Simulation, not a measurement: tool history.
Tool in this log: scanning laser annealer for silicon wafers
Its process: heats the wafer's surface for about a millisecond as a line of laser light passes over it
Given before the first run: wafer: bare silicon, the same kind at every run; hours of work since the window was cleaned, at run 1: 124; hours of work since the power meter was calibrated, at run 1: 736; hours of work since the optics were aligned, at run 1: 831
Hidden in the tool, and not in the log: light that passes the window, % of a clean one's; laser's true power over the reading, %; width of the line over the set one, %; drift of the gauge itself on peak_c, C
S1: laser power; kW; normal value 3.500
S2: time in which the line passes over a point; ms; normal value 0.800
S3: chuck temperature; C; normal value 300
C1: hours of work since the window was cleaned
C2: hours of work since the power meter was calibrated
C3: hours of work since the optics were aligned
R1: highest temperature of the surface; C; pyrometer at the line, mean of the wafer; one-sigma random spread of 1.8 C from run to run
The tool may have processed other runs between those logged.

run,day,S1,S2,S3,C1,C2,C3,R1
1,0.000,3.500,0.800,300,124,736,831,1038
2,1.338,3.500,0.800,300,142,754,849,1037
3,4.542,3.500,0.800,300,185,797,892,1028
4,6.612,3.500,0.800,271,213,825,920,1001
5,9.871,3.272,0.800,300,257,869,964,983
6,12.796,3.272,0.800,300,297,908,1004,972
# day 14.696: window over the wafer cleaned
7,15.342,3.500,0.800,300,9,942,1037,1044
8,17.521,3.500,0.800,300,38,971,1066,1038
9,18.996,3.352,0.800,300,58,991,1086,1015
10,20.562,3.500,0.760,300,79,1012,1107,1018
11,22.896,3.628,0.907,311,110,1043,1138,1122
# day 23.192: laser's power meter calibrated
12,26.017,3.628,0.907,311,151,38,1179,1121
13,29.192,3.628,0.907,319,193,81,1221,1124
14,31.604,3.628,0.907,319,226,113,1254,1119
15,34.254,3.690,0.865,260,262,149,1290,1048
16,36.625,3.494,0.589,300,294,181,1321,901

4 options for the next run, each taken on its own from the tool as it stands now. Forecast them:
A,38.367,3.232,0.628,300,317,204,1345,?
B,38.367,3.500,0.974,300,317,204,1345,?
C,38.367,2.991,0.865,314,317,204,1345,?
D,38.367,3.437,0.876,300,317,204,1345,?

run,R1
A,880
B,1099
C,959
D,1039
Stripped of hidden state, with their random variation kept, the same runs would have yielded:
run,R1
A,916
B,1147
C,999
D,1084
